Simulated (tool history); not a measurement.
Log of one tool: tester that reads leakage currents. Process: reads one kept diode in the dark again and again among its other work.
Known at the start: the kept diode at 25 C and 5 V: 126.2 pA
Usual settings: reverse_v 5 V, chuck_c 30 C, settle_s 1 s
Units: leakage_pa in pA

run   hour  reverse_v  chuck_c  settle_s  leakage_pa
  1      0          5       30         1      195.31
  2   25.7          5       30         1       194.3
  3   41.4          5       30         1      194.83
  4   64.5          5       30         1      193.09
  5   93.5          5       30         1      194.76
  6  127.8          5       30         1      194.08
  7  148.9          5       30         1      193.27
  8  177.1          5       30         1      194.51
  9    198          5       30         1      194.07
 10  226.5          5       30         1      194.14
 11  244.7          5       30      3.02      192.95
 12  276.3          5       30         1      194.25
 13  298.2       6.83       30         1       224.4
 14  315.6       6.83       30         1      225.04
 15    336       6.83       30         1      224.67
 16  368.2       6.83       30         1       224.7
 17  383.9       6.83       30         1      223.88
 18    407          5       41         1      472.53
 19  443.7          5       41         1      471.93
 20  464.6       17.5       30      0.38      352.85
 21  498.2       17.5       30      0.38      354.01
 22  515.2       17.5       30      0.38      351.69
 23  534.7          5       30      2.07      194.16
 24  551.9          5       30      2.07      193.91
 25  577.3          5       30      2.07      193.92
 26    596          5       30      2.07      192.96
 27  623.3          5       30      2.07      195.27
 28  642.9          5       38      2.07       368.3
 29  667.8          5       30      0.71       194.4
 30    700          5       30      0.71      194.83
 31  718.1      15.89       28      0.57      285.82
 32    737      15.89       28      0.57      283.88
 33    756       4.29       28      4.68      152.27
 34  778.1        6.4       21      4.73      100.44
 35  805.8      10.87       45      4.71      923.23
 36  826.7      10.87       45      6.18      923.35

Forecast each of these 4 alternatives for the next run:
  A   857      12.81       30         1           ?
  B   857      10.72       33      7.81           ?
  C   857       5.64       33       0.4           ?
  D   857      12.44       41      4.92           ?

run  leakage_pa
  A      301.66
  B      355.48
  C      264.78
  D      721.57
Without the tool's hidden state the same runs would have given:
run  leakage_pa
  A      300.97
  B      354.83
  C      264.39
  D      720.65

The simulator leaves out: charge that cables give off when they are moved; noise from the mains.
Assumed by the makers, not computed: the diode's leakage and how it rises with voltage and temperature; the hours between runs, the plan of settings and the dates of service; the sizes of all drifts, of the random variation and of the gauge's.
